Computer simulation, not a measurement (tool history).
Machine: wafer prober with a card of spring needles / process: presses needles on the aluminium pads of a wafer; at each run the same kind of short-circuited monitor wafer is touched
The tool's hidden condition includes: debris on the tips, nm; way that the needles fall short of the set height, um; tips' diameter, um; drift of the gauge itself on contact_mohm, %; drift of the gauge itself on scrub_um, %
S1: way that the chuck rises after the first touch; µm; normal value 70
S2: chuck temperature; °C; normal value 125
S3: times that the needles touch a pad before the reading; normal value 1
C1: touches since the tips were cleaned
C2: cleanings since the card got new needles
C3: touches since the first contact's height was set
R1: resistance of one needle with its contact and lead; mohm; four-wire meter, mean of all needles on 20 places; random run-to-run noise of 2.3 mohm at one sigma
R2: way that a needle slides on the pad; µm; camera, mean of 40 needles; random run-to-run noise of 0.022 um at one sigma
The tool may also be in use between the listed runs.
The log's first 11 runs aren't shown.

-- hour=487.6 tips cleaned on abrasive film
-- hour=495.3 height of the first contact set anew, once more
run 12 hour=507.4 | S1=70 S2=125 S3=1 | C1=5378 C2=24 C3=3335 | R1=318 R2=19.53
-- hour=522.3 tips cleaned on abrasive film
-- hour=557.5 tips cleaned on abrasive film
run 13 hour=566.4 | S1=70 S2=125 S3=1 | C1=2440 C2=26 C3=19481 | R1=302 R2=19.48
-- hour=590.1 tips cleaned on abrasive film
run 14 hour=596.3 | S1=70 S2=125 S3=1 | C1=1716 C2=27 C3=27660 | R1=300 R2=19.47
-- hour=623.9 tips cleaned on abrasive film
run 15 hour=643.2 | S1=70 S2=125 S3=2 | C1=5289 C2=28 C3=40509 | R1=297 R2=19.45
-- hour=654.8 tips cleaned on abrasive film
-- hour=685.4 tips cleaned on abrasive film
run 16 hour=687.9 | S1=70 S2=125 S3=2 | C1=678 C2=30 C3=52739 | R1=273 R2=19.35
-- hour=715.9 tips cleaned on abrasive film
run 17 hour=742 | S1=80 S2=124 S3=1 | C1=7153 C2=31 C3=67570 | R1=309 R2=22.18
-- hour=750.2 tips cleaned on abrasive film
-- hour=782.9 tips cleaned on abrasive film
run 18 hour=786.1 | S1=70 S2=86 S3=2 | C1=893 C2=33 C3=79644 | R1=270 R2=19.3
-- hour=817.9 tips cleaned on abrasive film
run 19 hour=821 | S1=75 S2=62 S3=2 | C1=831 C2=34 C3=89180 | R1=258 R2=20.69

Run 20 has not been measured yet. What should we expect?
-- hour=852.3 tips cleaned on abrasive film
run 20 hour=852.3 | S1=75 S2=62 S3=2 | C1=0 C2=35 C3=97761 | R1=? R2=?

Run 20 produced R1 248 mohm, R2 20.67 µm.
The same run, on a tool lacking any hidden state, would have yielded R1 243 mohm, R2 20.92 µm.

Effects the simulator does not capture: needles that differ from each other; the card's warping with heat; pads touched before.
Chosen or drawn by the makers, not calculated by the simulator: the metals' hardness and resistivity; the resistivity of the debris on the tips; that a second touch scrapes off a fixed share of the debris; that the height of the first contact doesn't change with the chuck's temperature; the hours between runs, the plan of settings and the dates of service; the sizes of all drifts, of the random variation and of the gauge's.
